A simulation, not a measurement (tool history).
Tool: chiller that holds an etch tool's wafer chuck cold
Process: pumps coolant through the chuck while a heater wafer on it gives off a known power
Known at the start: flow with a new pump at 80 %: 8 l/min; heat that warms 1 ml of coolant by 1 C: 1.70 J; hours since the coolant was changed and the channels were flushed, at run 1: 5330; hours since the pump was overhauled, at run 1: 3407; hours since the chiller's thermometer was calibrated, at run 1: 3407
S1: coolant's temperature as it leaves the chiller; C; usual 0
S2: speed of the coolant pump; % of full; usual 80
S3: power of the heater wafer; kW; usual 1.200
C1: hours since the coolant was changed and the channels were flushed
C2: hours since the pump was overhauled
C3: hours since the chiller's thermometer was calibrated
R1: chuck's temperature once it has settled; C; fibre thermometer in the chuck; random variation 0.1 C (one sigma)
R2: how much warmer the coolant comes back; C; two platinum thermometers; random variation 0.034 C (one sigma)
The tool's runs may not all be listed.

Run 1, day 0.000: usual settings; C1 5330; C2 3407; C3 3407. Result: R1 9.3 C, R2 5.33 C.
Run 2, day 4.021: usual settings but S3 0.662 kW; C1 5426; C2 3503; C3 3503. Result: R1 5.1 C, R2 2.94 C.
Run 3, day 9.483: usual settings; C1 5557; C2 3634; C3 3634. Result: R1 9.1 C, R2 5.29 C.
Run 4, day 14.238: usual settings; C1 5672; C2 3748; C3 3748. Result: R1 9.4 C, R2 5.22 C.
Run 5, day 17.375: usual settings but S3 1.076 kW; C1 5747; C2 3824; C3 3824. Result: R1 8.2 C, R2 4.76 C.
Run 6, day 22.900: usual settings but S1 4 C; C1 5879; C2 3956; C3 3956. Result: R1 13.3 C, R2 5.24 C.
Run 7, day 28.238: usual settings but S1 4 C; C1 6008; C2 4084; C3 4084. Result: R1 13.1 C, R2 5.26 C.
Run 8, day 33.725: usual settings but S1 4 C; C1 6139; C2 4216; C3 4216. Result: R1 13.1 C, R2 5.28 C.
Run 9, day 37.967: usual settings but S1 4 C; C1 6241; C2 4318; C3 4318. Result: R1 13.2 C, R2 5.28 C.
Run 10, day 43.012: usual settings but S3 0.674 kW; C1 6362; C2 4439; C3 4439. Result: R1 5.1 C, R2 2.94 C.
Run 11, day 47.912: usual settings but S3 0.674 kW; C1 6480; C2 4557; C3 4557. Result: R1 5.3 C, R2 3.02 C.
Run 12, day 52.112: usual settings but S3 0.674 kW; C1 6581; C2 4657; C3 4657. Result: R1 5.2 C, R2 2.98 C.
Run 13, day 56.917: usual settings but S3 0.674 kW; C1 6696; C2 4773; C3 4773. Result: R1 5.2 C, R2 2.99 C.
Run 14, day 62.808: usual settings but S3 0.674 kW; C1 6837; C2 4914; C3 4914. Result: R1 5.1 C, R2 3.01 C.
Run 15, day 67.008: usual settings but S3 0.674 kW; C1 6938; C2 5015; C3 5015. Result: R1 5.1 C, R2 2.93 C.
Run 16, day 72.254: usual settings; C1 7064; C2 5141; C3 5141. Result: R1 9.3 C, R2 5.32 C.
At day 75.829: chiller's thermometer calibrated.
Run 17, day 75.829: usual settings but S1 -8 C, S3 1.198 kW; C1 7149; C2 5226; C3 0. Result: R1 1.2 C, R2 5.31 C.
Run 18, day 80.433: usual settings but S1 -8 C, S2 86 % of full, S3 1.198 kW; C1 7259; C2 5336; C3 110. Result: R1 0.7 C, R2 4.91 C.
Run 19, day 85.592: usual settings but S1 -7 C, S2 84 % of full; C1 7383; C2 5460; C3 234. Result: R1 2.0 C, R2 5.03 C.
Run 20, day 91.671: usual settings but S1 -7 C, S2 84 % of full, S3 1.458 kW; C1 7529; C2 5606; C3 380. Result: R1 3.9 C, R2 6.12 C.
Run 21, day 98.162: usual settings but S1 -2 C, S2 84 % of full, S3 1.580 kW; C1 7685; C2 5762; C3 536. Result: R1 9.5 C, R2 6.62 C.
Run 22, day 104.988: usual settings but S1 8 C, S2 100 % of full, S3 1.706 kW; C1 7849; C2 5925; C3 700. Result: R1 19.2 C, R2 6.08 C.
Run 23, day 109.821: usual settings but S1 8 C, S2 100 % of full, S3 1.305 kW; C1 7965; C2 6041; C3 816. Result: R1 16.5 C, R2 4.61 C.
Run 24, day 113.958: usual settings but S1 -7 C, S2 72 % of full, S3 0.601 kW; C1 8064; C2 6141; C3 915. Result: R1 -2.1 C, R2 2.87 C.
Run 25, day 117.867: usual settings but S1 -7 C, S2 72 % of full, S3 0.601 kW; C1 8158; C2 6235; C3 1009. Result: R1 -2.0 C, R2 2.95 C.
Run 26, day 123.812: usual settings but S2 74 % of full, S3 0.876 kW; C1 8300; C2 6377; C3 1152. Result: R1 7.0 C, R2 4.18 C.
Run 27, day 129.308: usual settings but S1 2 C, S2 70 % of full, S3 1.155 kW; C1 8432; C2 6509; C3 1283. Result: R1 11.6 C, R2 5.83 C.
Run 28, day 134.271: usual settings but S1 -6 C, S2 63 % of full, S3 1.283 kW; C1 8551; C2 6628; C3 1403. Result: R1 5.8 C, R2 7.16 C.
At day 136.029: coolant changed, channels flushed.
Run 29, day 138.100: usual settings but S1 6 C, S2 79 % of full, S3 0.833 kW; C1 50; C2 6714; C3 1488. Result: R1 12.3 C, R2 3.70 C.
Run 30, day 141.883: usual settings but S1 7 C; C1 141; C2 6805; C3 1579. Result: R1 16.2 C, R2 5.29 C.
Run 31, day 147.529: usual settings but S1 7 C; C1 276; C2 6940; C3 1715. Result: R1 15.9 C, R2 5.32 C.

5 ways to go on from here, each from the tool as it stands after run 31. What would each give?
Run A, day 152.562: usual settings but S1 6 C, S2 75 % of full, S3 1.150 kW; C1 397; C2 7061; C3 1836. Result: R1 ?, R2 ?.
Run B, day 152.562: usual settings but S1 7 C, S3 0.724 kW; C1 397; C2 7061; C3 1836. Result: R1 ?, R2 ?.
Run C, day 152.562: usual settings; C1 397; C2 7061; C3 1836. Result: R1 ?, R2 ?.
Run D, day 152.562: usual settings but S1 7 C, S2 65 % of full; C1 397; C2 7061; C3 1836. Result: R1 ?, R2 ?.
Run E, day 152.562: usual settings but S1 7 C, S2 83 % of full; C1 397; C2 7061; C3 1836. Result: R1 ?, R2 ?.

run    R1    R2
  A  15.1  5.45
  B  12.5  3.23
  C   9.2  5.36
  D  17.7  6.47
  E  16.0  5.07
Without the tool's hidden state the same runs would have given:
run    R1    R2
  A  15.1  5.45
  B  12.5  3.23
  C   9.2  5.35
  D  17.7  6.46
  E  15.9  5.07

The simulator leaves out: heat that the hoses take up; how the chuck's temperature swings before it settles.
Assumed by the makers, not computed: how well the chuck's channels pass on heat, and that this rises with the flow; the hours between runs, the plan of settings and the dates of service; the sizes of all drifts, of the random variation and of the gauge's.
